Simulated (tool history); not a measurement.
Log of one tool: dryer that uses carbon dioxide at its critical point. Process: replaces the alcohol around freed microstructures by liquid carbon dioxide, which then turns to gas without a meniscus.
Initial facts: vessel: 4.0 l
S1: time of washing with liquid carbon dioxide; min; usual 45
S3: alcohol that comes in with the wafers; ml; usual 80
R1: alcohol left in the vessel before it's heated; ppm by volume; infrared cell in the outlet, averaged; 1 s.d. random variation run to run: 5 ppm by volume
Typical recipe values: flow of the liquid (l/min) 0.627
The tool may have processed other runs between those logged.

run 1 hour=0 | S1=45 flow_of_the_liquid_(l/min)=0.627 S3=80 | R1=52
run 2 hour=9.3 | S1=45 flow_of_the_liquid_(l/min)=0.627 S3=80 | R1=50
run 3 hour=14.8 | S1=45 flow_of_the_liquid_(l/min)=0.413 S3=80 | R1=335
run 4 hour=23.4 | S1=45 flow_of_the_liquid_(l/min)=0.413 S3=80 | R1=350
run 5 hour=30.9 | S1=45 flow_of_the_liquid_(l/min)=0.489 S3=80 | R1=175
run 6 hour=37.7 | S1=45 flow_of_the_liquid_(l/min)=0.489 S3=80 | R1=186
run 7 hour=44.4 | S1=41 flow_of_the_liquid_(l/min)=0.627 S3=80 | R1=102
run 8 hour=54.2 | S1=41 flow_of_the_liquid_(l/min)=0.627 S3=80 | R1=105
run 9 hour=60.4 | S1=45 flow_of_the_liquid_(l/min)=0.431 S3=80 | R1=325
run 10 hour=65.2 | S1=70 flow_of_the_liquid_(l/min)=0.431 S3=80 | R1=42
run 11 hour=73.4 | S1=70 flow_of_the_liquid_(l/min)=0.431 S3=80 | R1=41
run 12 hour=78 | S1=70 flow_of_the_liquid_(l/min)=0.431 S3=80 | R1=41
run 13 hour=86.2 | S1=45 flow_of_the_liquid_(l/min)=0.627 S3=40 | R1=42
run 14 hour=92.3 | S1=45 flow_of_the_liquid_(l/min)=0.627 S3=40 | R1=44
run 15 hour=98.6 | S1=45 flow_of_the_liquid_(l/min)=0.627 S3=40 | R1=45
run 16 hour=107.5 | S1=45 flow_of_the_liquid_(l/min)=0.627 S3=80 | R1=74
run 17 hour=115.3 | S1=45 flow_of_the_liquid_(l/min)=0.627 S3=80 | R1=77
run 18 hour=125.8 | S1=45 flow_of_the_liquid_(l/min)=0.476 S3=80 | R1=244
run 19 hour=132.4 | S1=45 flow_of_the_liquid_(l/min)=0.627 S3=80 | R1=89
run 20 hour=143 | S1=45 flow_of_the_liquid_(l/min)=0.627 S3=80 | R1=89
run 21 hour=147.7 | S1=45 flow_of_the_liquid_(l/min)=0.627 S3=80 | R1=92
run 22 hour=158.6 | S1=45 flow_of_the_liquid_(l/min)=0.627 S3=80 | R1=87
-- hour=160.3 inlet filter changed
run 23 hour=169.2 | S1=45 flow_of_the_liquid_(l/min)=0.627 S3=80 | R1=52
run 24 hour=179.9 | S1=45 flow_of_the_liquid_(l/min)=0.627 S3=80 | R1=57
run 25 hour=189.5 | S1=53 flow_of_the_liquid_(l/min)=0.801 S3=38 | R1=24
run 26 hour=198.5 | S1=45 flow_of_the_liquid_(l/min)=0.413 S3=80 | R1=317
run 27 hour=205.3 | S1=45 flow_of_the_liquid_(l/min)=0.413 S3=80 | R1=306
run 28 hour=210.8 | S1=57 flow_of_the_liquid_(l/min)=0.415 S3=80 | R1=121
run 29 hour=220.6 | S1=45 flow_of_the_liquid_(l/min)=1.048 S3=24 | R1=16
run 30 hour=230.2 | S1=54 flow_of_the_liquid_(l/min)=0.412 S3=93 | R1=187
run 31 hour=236.9 | S1=54 flow_of_the_liquid_(l/min)=0.412 S3=93 | R1=188
run 32 hour=242.2 | S1=48 flow_of_the_liquid_(l/min)=0.667 S3=55 | R1=44
run 33 hour=247 | S1=58 flow_of_the_liquid_(l/min)=0.431 S3=29 | R1=69
run 34 hour=255.5 | S1=58 flow_of_the_liquid_(l/min)=0.431 S3=29 | R1=61
run 35 hour=266.2 | S1=58 flow_of_the_liquid_(l/min)=0.528 S3=29 | R1=32
run 36 hour=275.9 | S1=58 flow_of_the_liquid_(l/min)=0.528 S3=29 | R1=46
run 37 hour=286.7 | S1=58 flow_of_the_liquid_(l/min)=0.528 S3=50 | R1=45
run 38 hour=291.8 | S1=45 flow_of_the_liquid_(l/min)=0.463 S3=116 | R1=335
run 39 hour=301.1 | S1=36 flow_of_the_liquid_(l/min)=0.487 S3=94 | R1=556
run 40 hour=309.2 | S1=67 flow_of_the_liquid_(l/min)=0.524 S3=98 | R1=49
run 41 hour=315.5 | S1=32 flow_of_the_liquid_(l/min)=0.524 S3=97 | R1=702
run 42 hour=320.6 | S1=45 flow_of_the_liquid_(l/min)=0.563 S3=80 | R1=127
run 43 hour=328.8 | S1=31 flow_of_the_liquid_(l/min)=0.799 S3=64 | R1=119
run 44 hour=337.8 | S1=31 flow_of_the_liquid_(l/min)=0.799 S3=64 | R1=124
run 45 hour=348.6 | S1=59 flow_of_the_liquid_(l/min)=0.433 S3=72 | R1=112
run 46 hour=353.6 | S1=35 flow_of_the_liquid_(l/min)=0.627 S3=32 | R1=121
run 47 hour=364.5 | S1=35 flow_of_the_liquid_(l/min)=0.627 S3=32 | R1=128

Consider 4 possible next runs. They are alternatives, not a sequence: every one starts from the tool as it was left by run 47. What does each give?
run A hour=372 | S1=59 flow_of_the_liquid_(l/min)=0.588 S3=113 | R1=?
run B hour=372 | S1=29 flow_of_the_liquid_(l/min)=0.551 S3=31 | R1=?
run C hour=372 | S1=35 flow_of_the_liquid_(l/min)=0.455 S3=32 | R1=?
run D hour=372 | S1=69 flow_of_the_liquid_(l/min)=0.479 S3=43 | R1=?

run=A R1=62
run=B R1=318
run=C R1=316
run=D R1=47
With no hidden state in the tool, these same runs would have given:
run=A R1=18
run=B R1=204
run=C R1=201
run=D R1=7
